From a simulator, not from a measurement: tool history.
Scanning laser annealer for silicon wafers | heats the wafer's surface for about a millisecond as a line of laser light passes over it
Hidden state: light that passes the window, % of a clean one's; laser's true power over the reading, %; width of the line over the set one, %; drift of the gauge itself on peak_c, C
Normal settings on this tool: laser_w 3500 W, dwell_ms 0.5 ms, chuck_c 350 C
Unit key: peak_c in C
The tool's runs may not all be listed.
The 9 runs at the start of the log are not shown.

run,hour,laser_w,dwell_ms,chuck_c,hours of work since the window was cleaned,hours of work since the power meter was calibrated,hours of work since the optics were aligned,peak_c
10,260.5,3500,0.5,365,399,609,205,1169
11,278,3500,0.5,365,413,623,218,1163
12,314.9,3500,0.5,386,442,652,247,1186
13,340.5,3500,0.5,386,462,672,267,1190
# hour 375.4: window over the wafer cleaned
14,381.7,3500,0.5,350,5,703,298,1151
15,402,3500,0.5,328,21,719,314,1131
16,427,3500,0.5,328,41,738,334,1131
17,466.2,3500,0.491,339,71,769,365,1133
18,502.3,3500,0.5,367,100,798,393,1169
19,530.5,3500,0.545,367,122,820,415,1202
20,550.4,3118,0.453,350,138,835,431,1023
21,573.4,3450,0.579,378,156,853,449,1223
22,590.3,3103,0.459,380,169,867,462,1057
23,614.9,3103,0.39,386,188,886,482,1019
24,645.5,2979,0.46,386,212,910,506,1034
25,669.7,3500,0.555,350,231,929,525,1193
26,696.3,3566,0.405,331,252,950,545,1074
27,719,3267,0.6,370,270,968,563,1176
28,748.3,3219,0.572,350,293,991,586,1126
29,786.3,3704,0.459,317,323,1021,616,1141
30,820.8,3512,0.5,350,350,1048,643,1155
31,851.6,3175,0.573,380,374,1072,667,1147

Alternative continuations, all from the tool just after run 31; predict every row:
A,886,3213,0.5,327,401,1099,695,?
B,886,3500,0.555,321,401,1099,695,?
C,886,3778,0.5,350,401,1099,695,?
D,886,3500,0.602,372,401,1099,695,?

run,peak_c
A,1058
B,1161
C,1221
D,1245
The same runs, with their run-to-run variation unchanged, on a tool lacking any hidden condition would have given:
run,peak_c
A,1059
B,1162
C,1222
D,1246
